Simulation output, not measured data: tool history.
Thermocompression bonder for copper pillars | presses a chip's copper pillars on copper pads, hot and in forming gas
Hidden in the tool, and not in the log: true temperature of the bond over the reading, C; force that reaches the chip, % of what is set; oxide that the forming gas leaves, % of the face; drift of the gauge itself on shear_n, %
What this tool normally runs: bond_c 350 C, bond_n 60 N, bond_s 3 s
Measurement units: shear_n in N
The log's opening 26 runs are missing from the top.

| run | day | bond_c | bond_n | bond_s | hours of work since the heater was calibrated | hours of work since the force cell was calibrated | hours of work since the gas filter was changed | shear_n |
|---|---|---|---|---|---|---|---|---|
|  | 20.121 | heater calibrated with a thermocouple chip |
| 27 | 20.85 | 350 | 89 | 3 | 11 | 674 | 16 | 72.5 |
| 28 | 21.358 | 329 | 61 | 2 | 18 | 681 | 24 | 42.1 |
| 29 | 21.846 | 329 | 61 | 2 | 25 | 688 | 31 | 41.8 |
|  | 22.108 | heater calibrated with a thermocouple chip, once more |
| 30 | 22.862 | 329 | 61 | 2 | 11 | 701 | 44 | 39.2 |
| 31 | 23.358 | 327 | 70 | 2 | 18 | 709 | 51 | 40.4 |
| 32 | 23.917 | 327 | 70 | 2 | 26 | 717 | 59 | 39.8 |
| 33 | 24.45 | 327 | 42 | 3 | 34 | 724 | 67 | 33.2 |
| 34 | 25.567 | 356 | 44 | 3 | 50 | 740 | 83 | 44.8 |
| 35 | 26.196 | 356 | 44 | 3 | 59 | 749 | 92 | 46.5 |
| 36 | 27.138 | 338 | 57 | 6 | 72 | 763 | 106 | 57.4 |
| 37 | 28.196 | 331 | 57 | 6 | 88 | 778 | 121 | 53.7 |
| 38 | 29.254 | 342 | 66 | 2 | 103 | 793 | 136 | 43 |
|  | 29.558 | forming gas filter changed |
| 39 | 30.421 | 342 | 66 | 7 | 120 | 810 | 12 | 71 |
| 40 | 31 | 361 | 49 | 2 | 128 | 818 | 21 | 45.3 |

Alternative continuations, all from the tool just after run 40; predict every row:
| A | 31.804 | 361 | 49 | 8 | 139 | 830 | 32 | ? |
| B | 31.804 | 365 | 66 | 3 | 139 | 830 | 32 | ? |
| C | 31.804 | 334 | 55 | 2 | 139 | 830 | 32 | ? |

| run | shear_n |
|---|---|
| A | 71.4 |
| B | 63.9 |
| C | 38.9 |
Without the tool's hidden state the same runs would have given:
| run | shear_n |
|---|---|
| A | 74.3 |
| B | 66.6 |
| C | 40.8 |
